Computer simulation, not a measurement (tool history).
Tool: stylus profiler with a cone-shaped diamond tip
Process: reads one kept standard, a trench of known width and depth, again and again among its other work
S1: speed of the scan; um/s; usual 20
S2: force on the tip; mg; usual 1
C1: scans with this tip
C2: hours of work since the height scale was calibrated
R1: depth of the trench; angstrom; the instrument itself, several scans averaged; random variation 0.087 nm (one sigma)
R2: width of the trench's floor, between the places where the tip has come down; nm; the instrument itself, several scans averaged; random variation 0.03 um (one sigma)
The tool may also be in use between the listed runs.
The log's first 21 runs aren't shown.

run     day  S1    S2     C1   C2      R1     R2
     21.092  -- height scale calibrated on a step standard, once more
 22   22.45  30     1   5648   19  2011.6  27360
 23  23.379  30     1   5805   31  2012.2  27370
 24  24.508  30     1   5995   47  2012.2  27360
 25   26.05  57  0.48   6255   68  2005.9  26850
 26  27.025   6  0.73   6419   82  2009.6  27570
 27  28.138   6  0.73   6606   97  2009.1  27540
 28  29.483  11  0.39   6833  115  2004.4  27400
 29  30.625  11  0.39   7025  131  2005.1  27390
 30  32.146  37  0.39   7281  152  2004.9  27040
 31  33.717  15   0.5   7546  174    2006  27330
 32  35.046  78  2.85   7770  192  2023.2  27090
 33  36.246   9  0.51   7972  208  2005.5  27420
 34  37.517   8  0.48   8186  226  2005.2  27420
 35  38.371   8  0.48   8330  238  2005.5  27400
 36  39.583   6  0.67   8534  254  2006.7  27430
 37  40.804   8  0.47   8740  271  2003.3  27370
 38  41.817   8  0.47   8911  285  2004.6  27400
 39  42.988   8  0.47   9108  301  2003.9  27400
 40  43.833   8  2.21   9250  313  2017.9  27450
 41  44.762  19  2.49   9407  325  2021.1  27340
 42  46.029  21  0.37   9620  343  2003.5  27140
 43  46.712  15   2.5   9736  352  2021.5  27330
 44  47.462  56  1.05   9862  363  2008.7  26890
 45  48.567  56  1.05  10048  378  2010.2  26870
 46  49.242   5     1  10161  387  2009.3  27360

Forecast each of these 4 alternatives for the next run:
  A  50.45  26  0.49  10365  404   ?   ?
  B  50.45  10  1.62  10365  404   ?   ?
  C  50.45  20  2.91  10365  404   ?   ?
  D  50.45  25     1  10365  404   ?   ?

run      R1     R2
  A  2003.6  27080
  B  2012.4  27330
  C  2023.1  27260
  D  2008.6  27190
Without the tool's hidden state the same runs would have given:
run      R1     R2
  A  2008.5  27720
  B  2017.3  27970
  C  2028.1  27900
  D  2013.6  27830
